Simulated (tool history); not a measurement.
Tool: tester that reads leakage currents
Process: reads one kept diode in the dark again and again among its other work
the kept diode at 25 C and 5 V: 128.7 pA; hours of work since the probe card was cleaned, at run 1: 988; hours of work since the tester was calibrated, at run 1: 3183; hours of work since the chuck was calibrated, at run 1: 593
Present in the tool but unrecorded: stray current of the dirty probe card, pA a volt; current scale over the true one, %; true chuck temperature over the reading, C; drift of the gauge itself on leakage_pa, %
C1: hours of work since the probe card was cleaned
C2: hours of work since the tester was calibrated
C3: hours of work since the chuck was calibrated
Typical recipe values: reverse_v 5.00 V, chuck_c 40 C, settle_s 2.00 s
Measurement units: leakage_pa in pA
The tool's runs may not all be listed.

{"run": 1, "hour": 0.0, "reverse_v": 5.0, "chuck_c": 40, "settle_s": 2.0, "C1": 988, "C2": 3183, "C3": 593, "leakage_pa": 485.43}
{"run": 2, "hour": 81.0, "reverse_v": 5.0, "chuck_c": 40, "settle_s": 2.0, "C1": 1040, "C2": 3235, "C3": 645, "leakage_pa": 487.34}
{"run": 3, "hour": 176.4, "reverse_v": 5.0, "chuck_c": 38, "settle_s": 2.0, "C1": 1102, "C2": 3297, "C3": 706, "leakage_pa": 409.81}
{"run": 4, "hour": 266.6, "reverse_v": 5.0, "chuck_c": 40, "settle_s": 0.32, "C1": 1160, "C2": 3355, "C3": 764, "leakage_pa": 488.62}
{"run": 5, "hour": 376.2, "reverse_v": 5.0, "chuck_c": 40, "settle_s": 2.0, "C1": 1230, "C2": 3425, "C3": 835, "leakage_pa": 483.71}
{"run": 6, "hour": 461.4, "reverse_v": 5.0, "chuck_c": 40, "settle_s": 2.0, "C1": 1285, "C2": 3480, "C3": 890, "leakage_pa": 487.33}
{"run": 7, "hour": 535.6, "reverse_v": 5.0, "chuck_c": 40, "settle_s": 2.18, "C1": 1333, "C2": 3528, "C3": 938, "leakage_pa": 487.23}
{"hour": 575.3, "done": "probe card cleaned and baked"}
{"run": 8, "hour": 637.6, "reverse_v": 5.0, "chuck_c": 40, "settle_s": 2.18, "C1": 40, "C2": 3592, "C3": 1001, "leakage_pa": 486.27}
{"run": 9, "hour": 700.6, "reverse_v": 5.0, "chuck_c": 40, "settle_s": 2.0, "C1": 81, "C2": 3632, "C3": 1042, "leakage_pa": 486.49}
{"run": 10, "hour": 812.4, "reverse_v": 5.0, "chuck_c": 40, "settle_s": 2.0, "C1": 153, "C2": 3704, "C3": 1114, "leakage_pa": 484.19}
{"run": 11, "hour": 930.6, "reverse_v": 5.0, "chuck_c": 40, "settle_s": 2.0, "C1": 229, "C2": 3780, "C3": 1190, "leakage_pa": 487.69}
{"run": 12, "hour": 1020.0, "reverse_v": 1.75, "chuck_c": 30, "settle_s": 2.0, "C1": 286, "C2": 3838, "C3": 1248, "leakage_pa": 113.47}
{"run": 13, "hour": 1139.8, "reverse_v": 7.53, "chuck_c": 51, "settle_s": 0.57, "C1": 364, "C2": 3915, "C3": 1325, "leakage_pa": 1496.71}
{"run": 14, "hour": 1203.2, "reverse_v": 7.53, "chuck_c": 51, "settle_s": 0.57, "C1": 404, "C2": 3956, "C3": 1366, "leakage_pa": 1509.2}
{"run": 15, "hour": 1287.7, "reverse_v": 7.53, "chuck_c": 51, "settle_s": 0.57, "C1": 459, "C2": 4010, "C3": 1420, "leakage_pa": 1492.37}
{"run": 16, "hour": 1373.9, "reverse_v": 7.53, "chuck_c": 51, "settle_s": 0.57, "C1": 514, "C2": 4066, "C3": 1476, "leakage_pa": 1502.2}
{"run": 17, "hour": 1490.2, "reverse_v": 5.0, "chuck_c": 38, "settle_s": 2.0, "C1": 589, "C2": 4141, "C3": 1550, "leakage_pa": 410.58}
{"run": 18, "hour": 1598.6, "reverse_v": 2.34, "chuck_c": 32, "settle_s": 1.9, "C1": 659, "C2": 4211, "C3": 1620, "leakage_pa": 159.39}
{"run": 19, "hour": 1702.5, "reverse_v": 2.34, "chuck_c": 32, "settle_s": 1.9, "C1": 726, "C2": 4278, "C3": 1687, "leakage_pa": 159.36}
{"run": 20, "hour": 1796.6, "reverse_v": 2.34, "chuck_c": 25, "settle_s": 8.99, "C1": 786, "C2": 4338, "C3": 1748, "leakage_pa": 84.02}
{"run": 21, "hour": 1870.6, "reverse_v": 2.29, "chuck_c": 23, "settle_s": 4.58, "C1": 834, "C2": 4386, "C3": 1795, "leakage_pa": 69.33}
{"run": 22, "hour": 1955.1, "reverse_v": 3.64, "chuck_c": 23, "settle_s": 2.72, "C1": 889, "C2": 4440, "C3": 1850, "leakage_pa": 89.81}

Describe how what the log doesn't record of the tool's condition differs between the last listed run preceding each entry between runs and the first listed run following it.
From run 7 to run 8: probe card cleaned and baked (hour 575.3)
  stray current of the dirty probe card, pA a volt: 0.03 -> 0.02
